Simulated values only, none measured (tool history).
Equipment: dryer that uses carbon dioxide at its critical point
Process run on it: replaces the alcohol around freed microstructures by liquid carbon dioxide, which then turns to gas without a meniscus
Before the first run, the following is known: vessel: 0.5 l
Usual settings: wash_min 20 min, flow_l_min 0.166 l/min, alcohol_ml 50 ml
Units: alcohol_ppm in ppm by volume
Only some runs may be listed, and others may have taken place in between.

run,hour,wash_min,flow_l_min,alcohol_ml,alcohol_ppm
1,0.0,20,0.166,50,431
2,25.6,20,0.166,50,436
3,43.0,20,0.166,50,436
4,68.4,19,0.166,50,574
5,80.6,19,0.166,50,592
6,110.3,20,0.224,50,124
7,139.4,20,0.224,50,127
8,156.9,20,0.224,50,121
9,178.8,20,0.224,50,130
10,191.7,20,0.224,50,126
11,221.5,20,0.224,50,137
12,245.6,20,0.166,25,297
13,269.1,20,0.166,25,301
14,283.3,20,0.166,25,300
15,308.4,20,0.166,50,540
16,334.8,20,0.166,50,533
17,348.5,20,0.166,50,551
18,376.9,20,0.166,50,574
19,400.9,22,0.166,108,703
20,427.8,22,0.166,108,714
21,449.2,13,0.268,50,420
22,467.5,13,0.268,50,422
23,492.1,12,0.105,85,24434
24,513.4,14,0.224,84,1133
25,542.9,14,0.224,84,1176
26,568.1,16,0.270,118,314
# hour 591.3: inlet filter changed
27,595.9,21,0.112,118,4063
28,609.0,20,0.135,50,1007
29,623.6,20,0.135,50,1017
30,649.0,20,0.135,50,997
31,663.1,20,0.135,50,1028

Forecast run 32:
32,684.5,20,0.135,50,?

alcohol_ppm: 1049 ppm by volume
The same run, on a tool lacking any hidden state, would have yielded alcohol_ppm 880 ppm by volume.

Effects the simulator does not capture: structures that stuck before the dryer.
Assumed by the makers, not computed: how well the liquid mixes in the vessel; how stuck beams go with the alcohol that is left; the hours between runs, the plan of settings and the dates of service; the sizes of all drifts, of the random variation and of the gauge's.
